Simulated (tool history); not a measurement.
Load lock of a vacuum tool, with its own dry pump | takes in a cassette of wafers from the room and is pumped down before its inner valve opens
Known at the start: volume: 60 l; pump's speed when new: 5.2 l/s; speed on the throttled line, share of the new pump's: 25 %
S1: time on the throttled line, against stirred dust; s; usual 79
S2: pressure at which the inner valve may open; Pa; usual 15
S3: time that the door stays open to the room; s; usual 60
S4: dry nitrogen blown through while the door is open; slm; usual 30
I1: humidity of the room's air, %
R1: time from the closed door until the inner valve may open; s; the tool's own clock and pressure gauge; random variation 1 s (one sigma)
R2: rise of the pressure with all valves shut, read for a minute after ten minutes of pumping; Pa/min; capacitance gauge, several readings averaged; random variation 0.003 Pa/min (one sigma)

{"run": 1, "day": 0.0, "S1": 79, "S2": 15, "S3": 60, "S4": 30, "I1": 46.9, "R1": 173, "R2": 0.046}
{"run": 2, "day": 2.825, "S1": 79, "S2": 15, "S3": 60, "S4": 30, "I1": 45.6, "R1": 169.7, "R2": 0.048}
{"run": 3, "day": 8.2, "S1": 79, "S2": 23, "S3": 60, "S4": 30, "I1": 44.2, "R1": 165.7, "R2": 0.048}
{"run": 4, "day": 11.125, "S1": 79, "S2": 23, "S3": 60, "S4": 30, "I1": 43.6, "R1": 166.1, "R2": 0.053}
{"run": 5, "day": 17.3, "S1": 79, "S2": 15, "S3": 60, "S4": 30, "I1": 45.3, "R1": 170.2, "R2": 0.049}
{"run": 6, "day": 21.4, "S1": 79, "S2": 15, "S3": 60, "S4": 30, "I1": 44.6, "R1": 172.2, "R2": 0.052}
{"run": 7, "day": 25.55, "S1": 79, "S2": 15, "S3": 60, "S4": 30, "I1": 44.6, "R1": 170.9, "R2": 0.053}
{"run": 8, "day": 28.458, "S1": 79, "S2": 15, "S3": 60, "S4": 30, "I1": 44.2, "R1": 172.2, "R2": 0.055}
{"run": 9, "day": 31.154, "S1": 79, "S2": 15, "S3": 60, "S4": 30, "I1": 44, "R1": 169, "R2": 0.05}
{"run": 10, "day": 35.146, "S1": 58, "S2": 15, "S3": 29, "S4": 30, "I1": 43.6, "R1": 155.1, "R2": 0.039}
{"run": 11, "day": 39.796, "S1": 69, "S2": 27, "S3": 138, "S4": 6, "I1": 45.4, "R1": 156.5, "R2": 0.088}
{"run": 12, "day": 45.221, "S1": 69, "S2": 27, "S3": 138, "S4": 6, "I1": 42.6, "R1": 157.2, "R2": 0.083}
{"run": 13, "day": 50.708, "S1": 69, "S2": 27, "S3": 138, "S4": 6, "I1": 43.7, "R1": 158.1, "R2": 0.087}
{"run": 14, "day": 56.6, "S1": 69, "S2": 27, "S3": 138, "S4": 6, "I1": 49.5, "R1": 158.7, "R2": 0.094}
{"run": 15, "day": 63.288, "S1": 69, "S2": 27, "S3": 138, "S4": 6, "I1": 43.8, "R1": 158.8, "R2": 0.086}
{"run": 16, "day": 68.933, "S1": 87, "S2": 15, "S3": 60, "S4": 30, "I1": 45.8, "R1": 179.7, "R2": 0.058}
{"run": 17, "day": 73.721, "S1": 93, "S2": 15, "S3": 29, "S4": 13, "I1": 44.9, "R1": 185.4, "R2": 0.06}

Forecast each of these 3 alternatives for the next run:
{"run": "A", "day": 79.529, "S1": 93, "S2": 11, "S3": 153, "S4": 5, "I1": 46.1, "R1": "?", "R2": "?"}
{"run": "B", "day": 79.529, "S1": 79, "S2": 15, "S3": 75, "S4": 8, "I1": 46.7, "R1": "?", "R2": "?"}
{"run": "C", "day": 79.529, "S1": 79, "S2": 15, "S3": 35, "S4": 30, "I1": 46.1, "R1": "?", "R2": "?"}

run=A R1=188.5 R2=0.092
run=B R1=174 R2=0.077
run=C R1=173.9 R2=0.045
Without the tool's hidden state the same runs would have given:
run=A R1=175.3 R2=0.067
run=B R1=160.8 R2=0.051
run=C R1=160.7 R2=0.021

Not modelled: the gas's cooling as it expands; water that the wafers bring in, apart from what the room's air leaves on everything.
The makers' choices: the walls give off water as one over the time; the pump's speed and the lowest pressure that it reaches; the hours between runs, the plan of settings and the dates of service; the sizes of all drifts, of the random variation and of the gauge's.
